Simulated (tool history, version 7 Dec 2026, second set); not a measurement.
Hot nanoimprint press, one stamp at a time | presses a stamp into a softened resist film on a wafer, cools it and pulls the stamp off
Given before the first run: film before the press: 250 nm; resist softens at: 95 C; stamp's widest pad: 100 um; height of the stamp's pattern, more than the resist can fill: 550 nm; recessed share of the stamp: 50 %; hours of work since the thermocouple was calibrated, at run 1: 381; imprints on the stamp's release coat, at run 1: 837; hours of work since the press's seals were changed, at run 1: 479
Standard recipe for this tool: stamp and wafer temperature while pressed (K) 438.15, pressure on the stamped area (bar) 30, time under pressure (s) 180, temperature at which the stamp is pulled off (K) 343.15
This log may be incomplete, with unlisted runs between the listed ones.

run	hour	stamp and wafer temperature while pressed (K)	pressure on the stamped area (bar)	time under pressure (s)	temperature at which the stamp is pulled off (K)	hours of work since the thermocouple was calibrated	imprints on the stamp's release coat	hours of work since the press's seals were changed	resist left under the stamp's widest pad (angstrom)	greatest force while the stamp is pulled off (N)
1	0	438.15	30	180	343.15	381	837	479	1180	163
2	24	438.15	30	180	343.15	393	928	492	1178	164
3	47.6	438.15	30	180	343.15	405	1018	503	1179	170
4	72.5	438.15	30	180	348.15	417	1112	516	1178	170
5	98.2	438.15	30	180	348.15	430	1209	529	1183	161
6	112.6	438.15	30	180	348.15	438	1264	536	1182	172
7	124.8	438.15	30	180	348.15	444	1310	542	1171	170
8	143.7	438.15	30	180	348.15	453	1382	552	1182	173
9	164.2	438.15	30	180	348.15	464	1460	562	1175	171
# hour 171.5: plate thermocouple calibrated
10	193	438.15	30	180	341.15	11	1557	575	1228	181
11	210.4	438.15	30	180	341.15	20	1623	584	1232	188
12	229.3	438.15	30	233	343.15	29	1695	593	1115	193
13	252.7	438.15	30	233	343.15	41	1784	605	1119	188
14	270.2	438.15	40	180	348.15	50	1850	614	1074	180
15	282.9	438.15	39.1	180	351.15	56	1898	620	1092	181
16	308	439.15	24.6	170	344.15	69	1993	633	1296	192
17	331.4	438.15	30	312	346.15	81	2082	645	996	194
18	350.9	438.15	29	164	346.15	90	2156	655	1281	192
19	374.2	438.15	29	164	346.15	102	2244	666	1280	207
# hour 390.9: stamp cleaned and given a new release coat
20	397.5	437.15	19.1	180	343.15	111	25	675	1537	147
21	425	428.15	19.1	127	343.15	125	129	689	2186	145

Below, some changes in resist left under the stamp's widest pad (angstrom) between adjacent runs. For each, the amount present without the hidden state too (settings, incoming material, random variation) and the amount remaining for the hidden state with gauge scatter not shared by both compared results:
Hidden state present: true temperature over the reading, C; pressure that arrives at the usual setting, %; grip of the stamp's worn release coat, % over a new coat's; drift of the gauge itself on residual_nm, %; drift of the gauge itself on pull_off_n, %.
Run 9 -> 10: temperature at which the stamp is pulled off (K) 348.15 -> 341.15, plate thermocouple calibrated. resist left under the stamp's widest pad (angstrom) +53: hidden state +54, all else -1.
Run 15 -> 16: stamp and wafer temperature while pressed (K) 438.15 -> 439.15, pressure on the stamped area (bar) 39.1 -> 24.6, time under pressure (s) 180 -> 170, temperature at which the stamp is pulled off (K) 351.15 -> 344.15. resist left under the stamp's widest pad (angstrom) +204: hidden state -11, all else +215.
Run 16 -> 17: stamp and wafer temperature while pressed (K) 439.15 -> 438.15, pressure on the stamped area (bar) 24.6 -> 30, time under pressure (s) 170 -> 312, temperature at which the stamp is pulled off (K) 344.15 -> 346.15. resist left under the stamp's widest pad (angstrom) -300: hidden state +2, all else -302.
Run 20 -> 21: stamp and wafer temperature while pressed (K) 437.15 -> 428.15, time under pressure (s) 180 -> 127. resist left under the stamp's widest pad (angstrom) +649: hidden state -3, all else +652.

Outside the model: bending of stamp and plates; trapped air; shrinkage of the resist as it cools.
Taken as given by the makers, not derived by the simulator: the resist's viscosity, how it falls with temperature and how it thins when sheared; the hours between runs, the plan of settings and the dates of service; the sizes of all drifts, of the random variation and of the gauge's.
